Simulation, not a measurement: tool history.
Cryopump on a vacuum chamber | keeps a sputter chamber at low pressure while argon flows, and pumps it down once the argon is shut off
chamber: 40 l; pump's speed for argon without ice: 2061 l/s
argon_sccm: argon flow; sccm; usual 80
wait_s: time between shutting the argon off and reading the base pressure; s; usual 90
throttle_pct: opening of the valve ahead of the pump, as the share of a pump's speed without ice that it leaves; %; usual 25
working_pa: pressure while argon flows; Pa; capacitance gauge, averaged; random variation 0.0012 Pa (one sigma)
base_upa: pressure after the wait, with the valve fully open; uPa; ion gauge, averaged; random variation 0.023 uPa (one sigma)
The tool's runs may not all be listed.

run	day	argon_sccm	wait_s	throttle_pct	working_pa	base_upa
1	0	80	90	25	0.2638	1.29
2	1.342	85	90	25	0.2796	1.28
3	1.929	85	90	25	0.282	1.2
# day 3.258: leaking fittings of the chamber tightened, without venting
4	3.371	85	90	25	0.2796	0.73
5	4.179	85	90	25	0.2825	0.76
6	4.762	38	90	25	0.1253	0.73
7	5.942	80	90	19	0.3473	0.76
8	7.367	80	90	22	0.3013	0.78
9	8.712	80	90	22	0.3032	0.78
10	9.575	80	90	22	0.3011	0.81
11	10.296	80	90	22	0.3026	0.77
12	11.662	80	90	22	0.3037	0.81
13	12.604	80	90	22	0.306	0.82
14	13.946	80	90	22	0.3045	0.85
15	15.238	63	143	25	0.2115	0.66
16	16.438	59	143	15	0.3267	0.63
17	17.038	59	143	15	0.3289	0.66
18	18.142	68	54	25	0.2296	1.25
19	19.071	40	103	18	0.1851	0.81
20	19.767	80	27	59	0.1199	2.19
21	21.133	80	43	25	0.2711	1.5
22	22.225	80	43	25	0.2706	1.5
23	23.088	55	48	25	0.1871	1.38
24	23.796	42	166	36	0.1014	0.59
25	24.371	131	35	28	0.3975	1.87

5 ways to go on from here, each from the tool as it stands after run 25. What would each give?
A	25.492	44	139	22	?	?
B	25.492	131	27	28	?	?
C	25.492	80	90	32	?	?
D	25.492	127	90	25	?	?
E	25.492	131	35	32	?	?

run	working_pa	base_upa
A	0.1686	0.69
B	0.3985	2.24
C	0.2153	0.91
D	0.4327	0.89
E	0.3513	1.84
Without the tool's hidden state the same runs would have given:
run	working_pa	base_upa
A	0.1634	0.5
B	0.3829	2.05
C	0.2057	0.71
D	0.4176	0.69
E	0.3357	1.65
